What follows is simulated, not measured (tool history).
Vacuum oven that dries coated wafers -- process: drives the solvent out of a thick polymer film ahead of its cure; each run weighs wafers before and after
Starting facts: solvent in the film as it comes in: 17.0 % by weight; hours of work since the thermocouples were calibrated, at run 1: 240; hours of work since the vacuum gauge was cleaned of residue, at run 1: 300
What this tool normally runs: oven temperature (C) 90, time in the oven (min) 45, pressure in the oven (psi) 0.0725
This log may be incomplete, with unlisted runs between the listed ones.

run,hour,oven temperature (C),time in the oven (min),pressure in the oven (psi),hours of work since the thermocouples were calibrated,hours of work since the vacuum gauge was cleaned of residue,solvent left in the film (%)
1,0.0,90,45,0.0725,240,300,1.11
2,19.5,90,45,0.0725,250,310,1.10
3,47.4,90,45,0.0725,264,324,1.12
4,73.4,90,62,0.0725,277,337,0.48
5,97.6,90,62,0.0725,290,350,0.51
6,121.7,90,62,0.0725,302,362,0.52
7,136.8,90,45,0.0725,309,369,1.14
8,162.3,90,46,0.0725,322,382,1.04
9,176.2,90,46,0.0725,329,389,1.06
10,189.6,90,46,0.0725,336,396,1.07
11,218.2,90,37,0.0725,351,411,1.71
12,236.1,100,37,0.0725,360,420,0.30
13,259.3,90,31,0.0725,372,432,2.33
14,283.4,90,31,0.0972,384,444,2.42
15,302.0,90,31,0.0972,393,453,2.43
16,329.9,90,31,0.0972,408,468,2.41
17,354.2,90,45,0.0725,420,480,1.13
18,373.6,90,45,0.0725,430,490,1.09
19,390.1,90,45,0.0725,438,498,1.11
20,408.5,90,31,0.0725,448,508,2.37
21,436.6,90,31,0.0725,462,522,2.39
22,449.9,90,74,0.0442,469,529,0.32
23,478.3,83,29,0.0377,483,543,4.98
24,504.7,83,66,0.2428,497,557,1.91

Predict the results of run 25:
25,531.9,83,66,0.2428,510,570,?

solvent left in the film (%): 1.89
The same run, on a tool lacking any hidden state, would have yielded solvent left in the film (%) 1.64.
